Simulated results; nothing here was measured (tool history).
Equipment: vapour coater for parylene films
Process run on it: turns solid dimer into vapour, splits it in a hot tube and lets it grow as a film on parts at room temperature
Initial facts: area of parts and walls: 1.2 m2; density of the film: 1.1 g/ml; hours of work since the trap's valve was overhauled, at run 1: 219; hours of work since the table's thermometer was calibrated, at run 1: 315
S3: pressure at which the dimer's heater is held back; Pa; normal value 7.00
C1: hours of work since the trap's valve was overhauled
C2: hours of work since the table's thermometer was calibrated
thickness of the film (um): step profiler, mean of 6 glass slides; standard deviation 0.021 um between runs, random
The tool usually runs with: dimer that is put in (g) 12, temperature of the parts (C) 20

{"run": 1, "hour": 0.0, "dimer that is put in (g)": 12, "temperature of the parts (C)": 20, "S3": 7.0, "C1": 219, "C2": 315, "thickness of the film (um)": 4.38}
{"run": 2, "hour": 8.2, "dimer that is put in (g)": 12, "temperature of the parts (C)": 20, "S3": 7.0, "C1": 223, "C2": 319, "thickness of the film (um)": 4.35}
{"run": 3, "hour": 17.9, "dimer that is put in (g)": 12, "temperature of the parts (C)": 20, "S3": 7.0, "C1": 228, "C2": 324, "thickness of the film (um)": 4.33}
{"run": 4, "hour": 33.1, "dimer that is put in (g)": 12, "temperature of the parts (C)": 18, "S3": 7.0, "C1": 236, "C2": 331, "thickness of the film (um)": 4.74}
{"run": 5, "hour": 41.3, "dimer that is put in (g)": 12, "temperature of the parts (C)": 18, "S3": 7.0, "C1": 240, "C2": 335, "thickness of the film (um)": 4.74}
{"run": 6, "hour": 52.2, "dimer that is put in (g)": 12, "temperature of the parts (C)": 18, "S3": 7.0, "C1": 245, "C2": 341, "thickness of the film (um)": 4.72}
{"run": 7, "hour": 65.8, "dimer that is put in (g)": 12, "temperature of the parts (C)": 18, "S3": 7.0, "C1": 252, "C2": 348, "thickness of the film (um)": 4.7}
{"run": 8, "hour": 74.7, "dimer that is put in (g)": 11, "temperature of the parts (C)": 20, "S3": 7.0, "C1": 257, "C2": 352, "thickness of the film (um)": 3.98}
{"run": 9, "hour": 86.1, "dimer that is put in (g)": 16, "temperature of the parts (C)": 20, "S3": 7.0, "C1": 262, "C2": 358, "thickness of the film (um)": 5.76}
{"run": 10, "hour": 93.2, "dimer that is put in (g)": 16, "temperature of the parts (C)": 20, "S3": 7.0, "C1": 266, "C2": 362, "thickness of the film (um)": 5.75}
{"run": 11, "hour": 105.3, "dimer that is put in (g)": 16, "temperature of the parts (C)": 20, "S3": 7.0, "C1": 272, "C2": 368, "thickness of the film (um)": 5.76}
{"run": 12, "hour": 115.5, "dimer that is put in (g)": 16, "temperature of the parts (C)": 20, "S3": 7.0, "C1": 277, "C2": 373, "thickness of the film (um)": 5.74}
{"run": 13, "hour": 124.8, "dimer that is put in (g)": 16, "temperature of the parts (C)": 20, "S3": 7.0, "C1": 282, "C2": 377, "thickness of the film (um)": 5.73}
{"run": 14, "hour": 140.3, "dimer that is put in (g)": 16, "temperature of the parts (C)": 20, "S3": 7.0, "C1": 289, "C2": 385, "thickness of the film (um)": 5.72}
{"run": 15, "hour": 147.2, "dimer that is put in (g)": 16, "temperature of the parts (C)": 20, "S3": 7.0, "C1": 293, "C2": 389, "thickness of the film (um)": 5.74}
{"run": 16, "hour": 160.7, "dimer that is put in (g)": 16, "temperature of the parts (C)": 20, "S3": 9.55, "C1": 300, "C2": 395, "thickness of the film (um)": 5.39}
{"run": 17, "hour": 171.5, "dimer that is put in (g)": 16, "temperature of the parts (C)": 20, "S3": 9.55, "C1": 305, "C2": 401, "thickness of the film (um)": 5.42}
{"run": 18, "hour": 178.6, "dimer that is put in (g)": 16, "temperature of the parts (C)": 20, "S3": 9.55, "C1": 309, "C2": 404, "thickness of the film (um)": 5.39}
{"run": 19, "hour": 189.9, "dimer that is put in (g)": 16, "temperature of the parts (C)": 20, "S3": 9.55, "C1": 314, "C2": 410, "thickness of the film (um)": 5.41}
{"run": 20, "hour": 199.6, "dimer that is put in (g)": 16, "temperature of the parts (C)": 21, "S3": 9.55, "C1": 319, "C2": 415, "thickness of the film (um)": 5.13}
{"run": 21, "hour": 211.7, "dimer that is put in (g)": 12, "temperature of the parts (C)": 20, "S3": 7.0, "C1": 325, "C2": 421, "thickness of the film (um)": 4.26}
{"run": 22, "hour": 219.3, "dimer that is put in (g)": 12, "temperature of the parts (C)": 20, "S3": 7.05, "C1": 329, "C2": 425, "thickness of the film (um)": 4.26}
{"run": 23, "hour": 235.8, "dimer that is put in (g)": 18, "temperature of the parts (C)": 20, "S3": 4.14, "C1": 337, "C2": 433, "thickness of the film (um)": 7.07}
{"run": 24, "hour": 250.3, "dimer that is put in (g)": 11, "temperature of the parts (C)": 25, "S3": 7.0, "C1": 345, "C2": 440, "thickness of the film (um)": 3.11}
{"run": 25, "hour": 267.4, "dimer that is put in (g)": 11, "temperature of the parts (C)": 25, "S3": 7.0, "C1": 353, "C2": 449, "thickness of the film (um)": 3.13}
{"run": 26, "hour": 276.7, "dimer that is put in (g)": 11, "temperature of the parts (C)": 25, "S3": 7.0, "C1": 358, "C2": 454, "thickness of the film (um)": 3.13}
{"run": 27, "hour": 290.3, "dimer that is put in (g)": 11, "temperature of the parts (C)": 15, "S3": 7.91, "C1": 365, "C2": 461, "thickness of the film (um)": 4.8}
{"run": 28, "hour": 302.7, "dimer that is put in (g)": 8, "temperature of the parts (C)": 20, "S3": 7.0, "C1": 371, "C2": 467, "thickness of the film (um)": 2.83}
{"run": 29, "hour": 312.5, "dimer that is put in (g)": 18, "temperature of the parts (C)": 21, "S3": 9.97, "C1": 376, "C2": 472, "thickness of the film (um)": 5.7}
{"run": 30, "hour": 326.6, "dimer that is put in (g)": 5, "temperature of the parts (C)": 21, "S3": 9.97, "C1": 383, "C2": 479, "thickness of the film (um)": 1.6}
{"run": 31, "hour": 340.2, "dimer that is put in (g)": 12, "temperature of the parts (C)": 20, "S3": 2.55, "C1": 390, "C2": 486, "thickness of the film (um)": 5.08}
{"run": 32, "hour": 350.5, "dimer that is put in (g)": 12, "temperature of the parts (C)": 20, "S3": 10.22, "C1": 395, "C2": 491, "thickness of the film (um)": 3.91}
{"run": 33, "hour": 362.7, "dimer that is put in (g)": 13, "temperature of the parts (C)": 26, "S3": 6.36, "C1": 401, "C2": 497, "thickness of the film (um)": 3.55}
{"run": 34, "hour": 371.7, "dimer that is put in (g)": 13, "temperature of the parts (C)": 26, "S3": 6.36, "C1": 406, "C2": 502, "thickness of the film (um)": 3.55}
{"run": 35, "hour": 381.2, "dimer that is put in (g)": 12, "temperature of the parts (C)": 20, "S3": 5.3, "C1": 411, "C2": 506, "thickness of the film (um)": 4.41}
{"run": 36, "hour": 388.7, "dimer that is put in (g)": 18, "temperature of the parts (C)": 20, "S3": 2.25, "C1": 414, "C2": 510, "thickness of the film (um)": 7.77}
{"run": 37, "hour": 401.8, "dimer that is put in (g)": 18, "temperature of the parts (C)": 13, "S3": 4.62, "C1": 421, "C2": 517, "thickness of the film (um)": 9.33}
{"run": 38, "hour": 414.4, "dimer that is put in (g)": 5, "temperature of the parts (C)": 13, "S3": 7.04, "C1": 427, "C2": 523, "thickness of the film (um)": 2.41}
{"run": 39, "hour": 426.7, "dimer that is put in (g)": 12, "temperature of the parts (C)": 20, "S3": 7.0, "C1": 433, "C2": 529, "thickness of the film (um)": 4.21}
{"run": 40, "hour": 439.6, "dimer that is put in (g)": 12, "temperature of the parts (C)": 20, "S3": 7.0, "C1": 440, "C2": 536, "thickness of the film (um)": 4.21}
{"run": 41, "hour": 454.3, "dimer that is put in (g)": 12, "temperature of the parts (C)": 20, "S3": 7.0, "C1": 447, "C2": 543, "thickness of the film (um)": 4.17}

Run by run, hidden condition taken away, random variation retained:
The tool's hidden condition here consists of: vapour lost through the trap's worn valve, %; true temperature of the parts over the reading, C; drift of the gauge itself on film_um, %.
run=1 thickness_of_the_film_(um)=4.54
run=2 thickness_of_the_film_(um)=4.51
run=3 thickness_of_the_film_(um)=4.50
run=4 thickness_of_the_film_(um)=4.93
run=5 thickness_of_the_film_(um)=4.93
run=6 thickness_of_the_film_(um)=4.92
run=7 thickness_of_the_film_(um)=4.91
run=8 thickness_of_the_film_(um)=4.15
run=9 thickness_of_the_film_(um)=6.02
run=10 thickness_of_the_film_(um)=6.01
run=11 thickness_of_the_film_(um)=6.03
run=12 thickness_of_the_film_(um)=6.01
run=13 thickness_of_the_film_(um)=6.00
run=14 thickness_of_the_film_(um)=5.99
run=15 thickness_of_the_film_(um)=6.02
run=16 thickness_of_the_film_(um)=5.66
run=17 thickness_of_the_film_(um)=5.70
run=18 thickness_of_the_film_(um)=5.66
run=19 thickness_of_the_film_(um)=5.69
run=20 thickness_of_the_film_(um)=5.41
run=21 thickness_of_the_film_(um)=4.49
run=22 thickness_of_the_film_(um)=4.49
run=23 thickness_of_the_film_(um)=7.47
run=24 thickness_of_the_film_(um)=3.29
run=25 thickness_of_the_film_(um)=3.32
run=26 thickness_of_the_film_(um)=3.32
run=27 thickness_of_the_film_(um)=5.09
run=28 thickness_of_the_film_(um)=3.01
run=29 thickness_of_the_film_(um)=6.06
run=30 thickness_of_the_film_(um)=1.70
run=31 thickness_of_the_film_(um)=5.40
run=32 thickness_of_the_film_(um)=4.17
run=33 thickness_of_the_film_(um)=3.79
run=34 thickness_of_the_film_(um)=3.78
run=35 thickness_of_the_film_(um)=4.71
run=36 thickness_of_the_film_(um)=8.30
run=37 thickness_of_the_film_(um)=9.98
run=38 thickness_of_the_film_(um)=2.58
run=39 thickness_of_the_film_(um)=4.52
run=40 thickness_of_the_film_(um)=4.51
run=41 thickness_of_the_film_(um)=4.48

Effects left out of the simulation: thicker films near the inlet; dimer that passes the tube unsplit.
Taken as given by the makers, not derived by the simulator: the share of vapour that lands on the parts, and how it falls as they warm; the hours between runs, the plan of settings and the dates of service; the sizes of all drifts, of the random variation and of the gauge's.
